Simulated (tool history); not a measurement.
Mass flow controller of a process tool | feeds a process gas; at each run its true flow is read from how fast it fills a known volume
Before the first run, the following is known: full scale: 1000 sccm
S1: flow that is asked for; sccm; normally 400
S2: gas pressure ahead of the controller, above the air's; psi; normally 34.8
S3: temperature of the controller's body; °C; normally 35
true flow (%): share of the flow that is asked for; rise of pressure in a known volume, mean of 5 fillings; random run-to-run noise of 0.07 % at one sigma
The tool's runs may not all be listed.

run 1 hour=0 | S1=400 S2=34.8 S3=35 | true_flow_(%)=98.39
run 2 hour=193.2 | S1=241 S2=34.8 S3=35 | true_flow_(%)=99.52
run 3 hour=335.4 | S1=241 S2=34.8 S3=35 | true_flow_(%)=99.65
run 4 hour=463.2 | S1=241 S2=30.7 S3=35 | true_flow_(%)=99.85
run 5 hour=688 | S1=241 S2=30.7 S3=35 | true_flow_(%)=99.94
run 6 hour=881.8 | S1=241 S2=30.7 S3=35 | true_flow_(%)=100.08
run 7 hour=1008.1 | S1=241 S2=30.7 S3=35 | true_flow_(%)=100.21
run 8 hour=1147.9 | S1=241 S2=30.7 S3=35 | true_flow_(%)=100.14
run 9 hour=1319.5 | S1=438 S2=34.8 S3=35 | true_flow_(%)=98.44
run 10 hour=1533.1 | S1=438 S2=34.8 S3=35 | true_flow_(%)=98.46
run 11 hour=1630.1 | S1=438 S2=34.8 S3=35 | true_flow_(%)=98.52
run 12 hour=1855.2 | S1=438 S2=34.8 S3=35 | true_flow_(%)=98.7
run 13 hour=2067.2 | S1=438 S2=34.8 S3=35 | true_flow_(%)=98.56
run 14 hour=2227.7 | S1=438 S2=34.8 S3=35 | true_flow_(%)=98.7
run 15 hour=2412.8 | S1=400 S2=34.8 S3=35 | true_flow_(%)=98.92
run 16 hour=2578 | S1=450 S2=34.8 S3=35 | true_flow_(%)=98.62
-- hour=2700.8 controller's zero set anew
run 17 hour=2703.2 | S1=450 S2=34.8 S3=35 | true_flow_(%)=95.87
run 18 hour=2914.2 | S1=450 S2=34.8 S3=30 | true_flow_(%)=96.51
-- hour=3113.1 controller exchanged for a calibrated one
run 19 hour=3113.7 | S1=450 S2=34.8 S3=30 | true_flow_(%)=97.55
run 20 hour=3301.2 | S1=400 S2=34.8 S3=36 | true_flow_(%)=97.01
run 21 hour=3427.1 | S1=400 S2=34.8 S3=36 | true_flow_(%)=97.12
run 22 hour=3586.5 | S1=400 S2=34.8 S3=35 | true_flow_(%)=97.14
run 23 hour=3713.1 | S1=400 S2=34.8 S3=35 | true_flow_(%)=97.03
run 24 hour=3932.1 | S1=400 S2=34.8 S3=31 | true_flow_(%)=97.64
run 25 hour=4095.9 | S1=400 S2=35.4 S3=31 | true_flow_(%)=97.77
run 26 hour=4276.7 | S1=733 S2=35.4 S3=31 | true_flow_(%)=98.21
run 27 hour=4389.9 | S1=400 S2=21 S3=23 | true_flow_(%)=99.18
run 28 hour=4604.3 | S1=400 S2=24.5 S3=35 | true_flow_(%)=97.61
run 29 hour=4791.5 | S1=278 S2=34.8 S3=35 | true_flow_(%)=97.32
run 30 hour=4892.7 | S1=391 S2=31.3 S3=22 | true_flow_(%)=99
run 31 hour=5008.9 | S1=391 S2=31.3 S3=22 | true_flow_(%)=98.97
run 32 hour=5148.7 | S1=189 S2=24.2 S3=22 | true_flow_(%)=99.65
run 33 hour=5317.3 | S1=189 S2=24.2 S3=22 | true_flow_(%)=99.59
run 34 hour=5426.1 | S1=189 S2=39.9 S3=25 | true_flow_(%)=98.93
run 35 hour=5561 | S1=946 S2=33.2 S3=20 | true_flow_(%)=100.06
run 36 hour=5750.5 | S1=250 S2=35.2 S3=34 | true_flow_(%)=97.91
run 37 hour=5942.5 | S1=582 S2=31.5 S3=21 | true_flow_(%)=99.53
run 38 hour=6059.6 | S1=584 S2=34.8 S3=35 | true_flow_(%)=97.6
run 39 hour=6205.2 | S1=584 S2=34.8 S3=35 | true_flow_(%)=97.63
run 40 hour=6298 | S1=156 S2=21.5 S3=35 | true_flow_(%)=99.2
run 41 hour=6495.7 | S1=221 S2=33.4 S3=34 | true_flow_(%)=98.25
run 42 hour=6612.3 | S1=216 S2=40.3 S3=34 | true_flow_(%)=98.29
run 43 hour=6721.9 | S1=216 S2=22.8 S3=27 | true_flow_(%)=99.8
run 44 hour=6866.5 | S1=216 S2=22.8 S3=27 | true_flow_(%)=99.76
run 45 hour=7010 | S1=400 S2=32.5 S3=23 | true_flow_(%)=99.16
run 46 hour=7208.8 | S1=810 S2=40.5 S3=28 | true_flow_(%)=98.53
run 47 hour=7424.8 | S1=810 S2=40.5 S3=28 | true_flow_(%)=98.56
run 48 hour=7620.1 | S1=130 S2=22.6 S3=35 | true_flow_(%)=101.15

Same runs, no hidden state in the tool, same run-to-run variation:
The tool's hidden condition here consists of: flow at rest that the sensor doesn't see, % of full scale; true flow over the shown one, %; drift of the gauge itself on true_pct, %.
run=1 true_flow_(%)=97.05
run=2 true_flow_(%)=96.55
run=3 true_flow_(%)=96.63
run=4 true_flow_(%)=96.78
run=5 true_flow_(%)=96.76
run=6 true_flow_(%)=96.82
run=7 true_flow_(%)=96.89
run=8 true_flow_(%)=96.77
run=9 true_flow_(%)=97.11
run=10 true_flow_(%)=97.1
run=11 true_flow_(%)=97.15
run=12 true_flow_(%)=97.29
run=13 true_flow_(%)=97.12
run=14 true_flow_(%)=97.24
run=15 true_flow_(%)=97.14
run=16 true_flow_(%)=97.18
run=17 true_flow_(%)=97.3
run=18 true_flow_(%)=97.91
run=19 true_flow_(%)=97.63
run=20 true_flow_(%)=97.06
run=21 true_flow_(%)=97.16
run=22 true_flow_(%)=97.15
run=23 true_flow_(%)=97.02
run=24 true_flow_(%)=97.58
run=25 true_flow_(%)=97.69
run=26 true_flow_(%)=98.28
run=27 true_flow_(%)=99.03
run=28 true_flow_(%)=97.41
run=29 true_flow_(%)=96.81
run=30 true_flow_(%)=98.73
run=31 true_flow_(%)=98.68
run=32 true_flow_(%)=98.51
run=33 true_flow_(%)=98.35
run=34 true_flow_(%)=97.63
run=35 true_flow_(%)=100.21
run=36 true_flow_(%)=96.93
run=37 true_flow_(%)=99.42
run=38 true_flow_(%)=97.5
run=39 true_flow_(%)=97.51
run=40 true_flow_(%)=96.89
run=41 true_flow_(%)=96.72
run=42 true_flow_(%)=96.64
run=43 true_flow_(%)=98.1
run=44 true_flow_(%)=97.98
run=45 true_flow_(%)=98.53
run=46 true_flow_(%)=98.62
run=47 true_flow_(%)=98.66
run=48 true_flow_(%)=96.94

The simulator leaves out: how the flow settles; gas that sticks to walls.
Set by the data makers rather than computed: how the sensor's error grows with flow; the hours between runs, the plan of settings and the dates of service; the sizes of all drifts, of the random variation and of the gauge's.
